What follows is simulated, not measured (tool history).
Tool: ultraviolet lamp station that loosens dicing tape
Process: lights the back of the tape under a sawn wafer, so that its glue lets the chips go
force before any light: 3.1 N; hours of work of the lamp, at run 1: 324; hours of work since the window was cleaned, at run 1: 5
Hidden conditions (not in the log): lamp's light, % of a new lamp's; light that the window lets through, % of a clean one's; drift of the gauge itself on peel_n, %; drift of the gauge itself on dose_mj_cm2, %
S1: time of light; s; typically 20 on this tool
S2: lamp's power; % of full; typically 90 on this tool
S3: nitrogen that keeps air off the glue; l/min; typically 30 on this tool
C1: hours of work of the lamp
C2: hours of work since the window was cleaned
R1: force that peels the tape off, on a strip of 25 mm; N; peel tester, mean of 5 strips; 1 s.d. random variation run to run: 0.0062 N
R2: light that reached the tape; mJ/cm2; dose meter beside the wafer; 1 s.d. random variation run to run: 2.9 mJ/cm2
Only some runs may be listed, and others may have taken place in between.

run 1 hour=0.0 | S1=20 S2=90 S3=30 | C1=324 C2=5 | R1=0.242 R2=364
run 2 hour=10.0 | S1=20 S2=95 S3=30 | C1=331 C2=12 | R1=0.216 R2=385
run 3 hour=25.5 | S1=20 S2=95 S3=30 | C1=342 C2=22 | R1=0.232 R2=376
run 4 hour=43.7 | S1=20 S2=95 S3=30 | C1=355 C2=35 | R1=0.229 R2=367
run 5 hour=64.0 | S1=20 S2=95 S3=30 | C1=369 C2=49 | R1=0.234 R2=366
run 6 hour=81.2 | S1=20 S2=95 S3=30 | C1=381 C2=62 | R1=0.240 R2=361
run 7 hour=93.4 | S1=32 S2=90 S3=30 | C1=389 C2=70 | R1=0.127 R2=548
run 8 hour=103.0 | S1=11 S2=90 S3=30 | C1=396 C2=77 | R1=0.756 R2=184
run 9 hour=113.9 | S1=11 S2=90 S3=30 | C1=404 C2=84 | R1=0.739 R2=181
run 10 hour=126.0 | S1=11 S2=90 S3=40 | C1=412 C2=93 | R1=0.657 R2=182
-- hour=128.2 window cleaned of glue's vapour
run 11 hour=136.7 | S1=20 S2=90 S3=30 | C1=419 C2=6 | R1=0.303 R2=322
run 12 hour=155.3 | S1=20 S2=90 S3=30 | C1=433 C2=19 | R1=0.298 R2=317
run 13 hour=169.5 | S1=20 S2=90 S3=30 | C1=442 C2=29 | R1=0.321 R2=314
run 14 hour=185.1 | S1=20 S2=90 S3=30 | C1=453 C2=40 | R1=0.327 R2=311
run 15 hour=198.9 | S1=20 S2=90 S3=50 | C1=463 C2=50 | R1=0.234 R2=308
-- hour=202.2 window cleaned of glue's vapour, once more
run 16 hour=209.5 | S1=18 S2=62 S3=46 | C1=470 C2=5 | R1=0.481 R2=214
run 17 hour=228.0 | S1=18 S2=62 S3=22 | C1=483 C2=18 | R1=0.761 R2=207
run 18 hour=240.1 | S1=17 S2=62 S3=22 | C1=492 C2=27 | R1=0.839 R2=192
run 19 hour=255.9 | S1=20 S2=97 S3=26 | C1=503 C2=38 | R1=0.284 R2=350
run 20 hour=274.8 | S1=20 S2=60 S3=40 | C1=516 C2=51 | R1=0.506 R2=215
run 21 hour=283.9 | S1=11 S2=71 S3=20 | C1=522 C2=57 | R1=1.225 R2=138
run 22 hour=305.6 | S1=11 S2=88 S3=10 | C1=538 C2=73 | R1=1.344 R2=165
run 23 hour=323.4 | S1=22 S2=64 S3=17 | C1=550 C2=85 | R1=0.723 R2=243
run 24 hour=336.8 | S1=18 S2=66 S3=13 | C1=559 C2=94 | R1=1.052 R2=200
run 25 hour=348.0 | S1=18 S2=66 S3=13 | C1=567 C2=102 | R1=1.028 R2=195
run 26 hour=365.6 | S1=18 S2=66 S3=13 | C1=580 C2=115 | R1=1.093 R2=199
run 27 hour=379.4 | S1=13 S2=77 S3=13 | C1=589 C2=124 | R1=1.268 R2=166
run 28 hour=388.9 | S1=20 S2=60 S3=30 | C1=596 C2=131 | R1=0.681 R2=190
run 29 hour=398.1 | S1=12 S2=67 S3=59 | C1=602 C2=137 | R1=0.847 R2=129
run 30 hour=407.3 | S1=20 S2=90 S3=22 | C1=609 C2=144 | R1=0.476 R2=292

3 options for the next run, each taken on its own from the tool as it stands now. Forecast them:
run A hour=428.9 | S1=20 S2=76 S3=9 | C1=624 C2=159 | R1=? R2=?
run B hour=428.9 | S1=17 S2=78 S3=45 | C1=624 C2=159 | R1=? R2=?
run C hour=428.9 | S1=20 S2=73 S3=29 | C1=624 C2=159 | R1=? R2=?

run=A R1=1.019 R2=239
run=B R1=0.499 R2=209
run=C R1=0.557 R2=230
With the hidden condition removed and each run's random variation left untouched, the same runs would have given:
run=A R1=0.609 R2=355
run=B R1=0.247 R2=311
run=C R1=0.280 R2=343
